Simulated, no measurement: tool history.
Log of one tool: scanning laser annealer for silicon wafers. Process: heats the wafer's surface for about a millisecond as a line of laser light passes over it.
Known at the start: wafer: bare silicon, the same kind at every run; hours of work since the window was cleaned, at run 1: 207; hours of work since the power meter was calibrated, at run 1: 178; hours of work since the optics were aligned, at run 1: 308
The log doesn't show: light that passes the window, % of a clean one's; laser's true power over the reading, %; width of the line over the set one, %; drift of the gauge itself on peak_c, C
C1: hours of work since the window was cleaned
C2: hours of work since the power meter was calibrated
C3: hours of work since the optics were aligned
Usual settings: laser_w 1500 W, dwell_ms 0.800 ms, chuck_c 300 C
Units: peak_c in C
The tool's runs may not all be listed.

Run 1, hour 0.0: usual settings; C1 207; C2 178; C3 308. Result: peak_c 1114 C.
Run 2, hour 5.0: usual settings but dwell_ms 0.702 ms; C1 210; C2 181; C3 312. Result: peak_c 1051 C.
Run 3, hour 13.6: usual settings but dwell_ms 0.906 ms; C1 217; C2 188; C3 318. Result: peak_c 1173 C.
Run 4, hour 21.3: usual settings but dwell_ms 0.906 ms; C1 222; C2 193; C3 324. Result: peak_c 1173 C.
Run 5, hour 26.6: usual settings but dwell_ms 0.906 ms; C1 226; C2 197; C3 328. Result: peak_c 1171 C.
Run 6, hour 36.5: usual settings but dwell_ms 0.906 ms; C1 233; C2 204; C3 335. Result: peak_c 1170 C.
Run 7, hour 43.5: usual settings; C1 238; C2 209; C3 340. Result: peak_c 1110 C.
Run 8, hour 49.1: usual settings but chuck_c 330 C; C1 242; C2 213; C3 344. Result: peak_c 1141 C.
Run 9, hour 53.4: usual settings; C1 245; C2 216; C3 347. Result: peak_c 1109 C.
Run 10, hour 62.0: usual settings; C1 251; C2 223; C3 353. Result: peak_c 1110 C.
Run 11, hour 69.7: usual settings but chuck_c 278 C; C1 257; C2 228; C3 359. Result: peak_c 1083 C.
Run 12, hour 79.3: usual settings but chuck_c 320 C; C1 264; C2 235; C3 366. Result: peak_c 1128 C.
Run 13, hour 84.7: usual settings but chuck_c 320 C; C1 268; C2 239; C3 370. Result: peak_c 1126 C.
Run 14, hour 93.2: usual settings but chuck_c 320 C; C1 274; C2 245; C3 376. Result: peak_c 1126 C.
Run 15, hour 101.9: usual settings but chuck_c 320 C; C1 280; C2 251; C3 382. Result: peak_c 1123 C.
Run 16, hour 110.4: usual settings but chuck_c 295 C; C1 286; C2 258; C3 388. Result: peak_c 1099 C.
At hour 114.1: laser's power meter calibrated.
Run 17, hour 122.3: usual settings but chuck_c 282 C; C1 293; C2 6; C3 395. Result: peak_c 1085 C.
Run 18, hour 131.4: usual settings but chuck_c 282 C; C1 300; C2 13; C3 401. Result: peak_c 1087 C.
Run 19, hour 137.0: usual settings but chuck_c 282 C; C1 304; C2 17; C3 405. Result: peak_c 1085 C.
Run 20, hour 146.2: usual settings but laser_w 1368 W; C1 310; C2 23; C3 412. Result: peak_c 1008 C.
Run 21, hour 155.8: usual settings but laser_w 1368 W; C1 317; C2 30; C3 419. Result: peak_c 1010 C.
At hour 162.7: laser's power meter calibrated, once more.
Run 22, hour 164.7: usual settings but laser_w 1633 W, dwell_ms 0.694 ms; C1 321; C2 1; C3 423. Result: peak_c 1131 C.
Run 23, hour 172.8: usual settings but laser_w 1548 W, dwell_ms 0.698 ms; C1 327; C2 7; C3 429. Result: peak_c 1075 C.
Run 24, hour 177.3: usual settings but laser_w 1548 W, dwell_ms 0.698 ms; C1 331; C2 11; C3 432. Result: peak_c 1075 C.
Run 25, hour 186.2: usual settings but laser_w 1576 W, dwell_ms 0.667 ms; C1 337; C2 17; C3 439. Result: peak_c 1074 C.
Run 26, hour 194.4: usual settings but laser_w 1387 W, dwell_ms 0.747 ms, chuck_c 266 C; C1 343; C2 23; C3 444. Result: peak_c 959 C.
Run 27, hour 198.7: usual settings but laser_w 1295 W, chuck_c 328 C; C1 346; C2 26; C3 448. Result: peak_c 988 C.
Run 28, hour 206.3: usual settings but laser_w 1295 W, chuck_c 328 C; C1 351; C2 32; C3 453. Result: peak_c 985 C.
Run 29, hour 215.8: usual settings but laser_w 1295 W, chuck_c 328 C; C1 358; C2 38; C3 460. Result: peak_c 986 C.
Run 30, hour 225.7: usual settings but laser_w 1499 W, dwell_ms 0.565 ms, chuck_c 286 C; C1 365; C2 46; C3 467. Result: peak_c 940 C.
Run 31, hour 233.1: usual settings but laser_w 1499 W, dwell_ms 0.565 ms, chuck_c 286 C; C1 371; C2 51; C3 473. Result: peak_c 942 C.
Run 32, hour 239.8: usual settings but laser_w 1584 W, dwell_ms 0.692 ms, chuck_c 274 C; C1 376; C2 56; C3 477. Result: peak_c 1067 C.
Run 33, hour 246.5: usual settings but laser_w 1475 W, dwell_ms 0.827 ms, chuck_c 268 C; C1 381; C2 61; C3 482. Result: peak_c 1063 C.
Run 34, hour 251.0: usual settings but laser_w 1304 W, dwell_ms 0.827 ms, chuck_c 294 C; C1 384; C2 64; C3 485. Result: peak_c 967 C.
Run 35, hour 260.6: usual settings but laser_w 1304 W, dwell_ms 0.827 ms, chuck_c 294 C; C1 391; C2 71; C3 492. Result: peak_c 965 C.
Run 36, hour 268.8: usual settings but laser_w 1342 W, dwell_ms 0.691 ms; C1 397; C2 77; C3 498. Result: peak_c 932 C.
Run 37, hour 273.3: usual settings but laser_w 1621 W, dwell_ms 0.780 ms; C1 400; C2 80; C3 502. Result: peak_c 1173 C.
Run 38, hour 278.2: usual settings but dwell_ms 0.846 ms, chuck_c 282 C; C1 403; C2 84; C3 505. Result: peak_c 1105 C.
Run 39, hour 284.1: usual settings but dwell_ms 0.758 ms, chuck_c 282 C; C1 408; C2 88; C3 509. Result: peak_c 1051 C.
Run 40, hour 291.6: usual settings but dwell_ms 0.758 ms, chuck_c 282 C; C1 413; C2 93; C3 515. Result: peak_c 1054 C.
Run 41, hour 296.6: usual settings but chuck_c 295 C; C1 417; C2 97; C3 518. Result: peak_c 1090 C.

3 ways to go on from here, each from the tool as it stands after run 41. What would each give?
Run A, hour 305.4: usual settings but laser_w 1553 W, dwell_ms 0.983 ms, chuck_c 264 C; C1 423; C2 103; C3 525. Result: peak_c ?.
Run B, hour 305.4: usual settings but laser_w 1622 W, dwell_ms 0.578 ms, chuck_c 287 C; C1 423; C2 103; C3 525. Result: peak_c ?.
Run C, hour 305.4: usual settings but laser_w 1292 W, chuck_c 290 C; C1 423; C2 103; C3 525. Result: peak_c ?.

run  peak_c
  A    1200
  B    1017
  C     941
Without the tool's hidden state the same runs would have given:
run  peak_c
  A    1250
  B    1057
  C     975
